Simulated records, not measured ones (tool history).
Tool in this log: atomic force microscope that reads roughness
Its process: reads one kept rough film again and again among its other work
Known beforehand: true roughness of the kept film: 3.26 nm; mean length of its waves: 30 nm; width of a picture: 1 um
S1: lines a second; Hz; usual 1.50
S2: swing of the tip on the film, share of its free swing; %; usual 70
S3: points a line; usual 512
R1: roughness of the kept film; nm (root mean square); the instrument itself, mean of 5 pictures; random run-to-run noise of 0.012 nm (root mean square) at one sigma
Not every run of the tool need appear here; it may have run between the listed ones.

run	hour	S1	S2	S3	R1
1	0.0	1.50	70	512	2.341
2	16.6	1.50	70	937	2.762
3	44.9	1.50	70	937	2.652
4	69.5	1.50	70	937	2.595
5	88.1	1.50	70	937	2.553
6	113.4	1.50	70	406	2.461
7	139.3	1.50	70	406	2.376
8	163.3	0.52	70	406	2.412
9	175.3	0.52	70	406	2.361
10	201.7	0.82	70	512	2.800
11	222.8	0.82	87	512	2.628
12	249.0	0.82	87	512	2.524
13	269.8	1.50	68	512	2.515
14	292.2	1.50	70	512	2.438
15	304.4	1.50	70	310	2.405
16	326.6	1.50	70	310	2.364
17	345.7	1.50	70	310	2.314
18	361.8	1.50	70	512	2.777
19	387.4	1.50	70	512	2.701
20	402.9	1.73	70	424	2.606
21	415.6	1.73	70	424	2.583
22	440.9	1.76	80	283	2.390
23	460.3	1.50	70	605	2.458
24	487.0	1.50	70	604	2.393
25	507.2	0.75	61	613	2.431
26	529.3	3.10	70	512	2.217
27	555.4	1.50	59	571	2.805
28	576.7	1.50	59	571	2.707
29	601.1	0.73	82	960	2.588
30	624.4	1.73	84	411	2.350
31	642.9	1.73	84	411	2.298
32	666.4	0.74	74	747	2.445
33	682.2	1.50	70	308	2.342
34	701.4	1.68	63	364	2.314
35	731.3	1.68	63	364	2.769
36	749.9	1.09	71	364	2.693
37	766.6	1.50	80	411	2.544
38	779.0	2.22	70	986	2.515

Missing from the log above: 7 entries noted between runs. For each, name the pair of listed runs it sits between and say how the tool's hidden condition differs from the listed run just before to the listed run just after:
Runs 1 to 2: new tip fitted (hour 10.7)
  radius of the tip, nm: 22.7 -> 8.1
  measured result minus the result with no hidden state, R1: -0.487 -> -0.050 nm (root mean square)
Runs 9 to 10: new tip fitted (hour 185.1)
  radius of the tip, nm: 23.9 -> 9
  measured result minus the result with no hidden state, R1: -0.532 -> -0.087 nm (root mean square)
Runs 17 to 18: new tip fitted (hour 359.7)
  radius of the tip, nm: 22.8 -> 7.5; height scale over the true one, %: -0.5 -> -0.51
  measured result minus the result with no hidden state, R1: -0.489 -> -0.031 nm (root mean square)
Runs 23 to 24: height scale calibrated on a step standard (hour 462.8)
  radius of the tip, nm: 17.4 -> 19.7; height scale over the true one, %: -0.54 -> -0.88
  measured result minus the result with no hidden state, R1: -0.348 -> -0.420 nm (root mean square)
Runs 25 to 26: height scale calibrated on a step standard, once more (hour 516.6)
  radius of the tip, nm: 21.7 -> 23.9; height scale over the true one, %: -0.89 -> -0.03
  measured result minus the result with no hidden state, R1: -0.489 -> -0.488 nm (root mean square)
Runs 26 to 27: new tip fitted (hour 536.0)
  radius of the tip, nm: 23.9 -> 9.4; height scale over the true one, %: -0.03 -> -0.04
  measured result minus the result with no hidden state, R1: -0.488 -> -0.088 nm (root mean square)
Runs 34 to 35: new tip fitted (hour 710.4)
  radius of the tip, nm: 23.9 -> 9.5; height scale over the true one, %: -0.08 -> -0.09
  measured result minus the result with no hidden state, R1: -0.510 -> -0.092 nm (root mean square)

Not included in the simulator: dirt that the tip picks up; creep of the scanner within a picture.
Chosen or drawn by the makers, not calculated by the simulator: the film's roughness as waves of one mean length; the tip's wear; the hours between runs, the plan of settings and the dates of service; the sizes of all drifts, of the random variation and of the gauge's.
